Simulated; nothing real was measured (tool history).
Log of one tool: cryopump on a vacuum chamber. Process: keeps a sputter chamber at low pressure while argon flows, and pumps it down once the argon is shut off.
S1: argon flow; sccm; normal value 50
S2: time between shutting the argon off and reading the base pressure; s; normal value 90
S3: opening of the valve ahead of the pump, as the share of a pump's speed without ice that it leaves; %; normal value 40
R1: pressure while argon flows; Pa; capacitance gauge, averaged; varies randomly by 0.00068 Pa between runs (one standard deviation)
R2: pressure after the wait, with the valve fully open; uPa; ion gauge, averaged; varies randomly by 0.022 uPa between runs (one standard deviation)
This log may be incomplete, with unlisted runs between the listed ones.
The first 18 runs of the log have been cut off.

run	hour	S1	S2	S3	R1	R2
19	1089.1	32	45	41	0.0730	2.49
20	1172.2	50	271	40	0.1167	2.02
21	1252.9	50	271	40	0.1182	2.01
22	1328.6	50	32	22	0.2114	3.08
23	1375.1	66	72	17	0.3604	2.57
24	1430.5	50	260	16	0.2915	2.25
25	1482.9	49	25	40	0.1163	3.57
26	1573.6	49	25	40	0.1186	3.65
27	1613.7	38	31	40	0.0912	3.47
28	1674.0	38	31	40	0.0927	3.53
29	1741.5	36	33	46	0.0769	3.59
30	1803.8	98	90	19	0.4880	2.97
# hour 1813.9: leaking fittings of the chamber tightened, without venting
31	1852.5	50	90	22	0.2156	0.58
32	1938.0	28	217	55	0.0518	0.50

Branching from run 32: 3 alternative next runs. What would each branch give?
A	1984.2	23	217	17	?	?
B	1984.2	74	90	40	?	?
C	1984.2	39	44	40	?	?

run	R1	R2
A	0.1284	0.48
B	0.1838	0.75
C	0.0958	1.17
Without the tool's unlogged condition, the same runs would have read:
run	R1	R2
A	0.1245	0.29
B	0.1711	0.55
C	0.0892	0.97
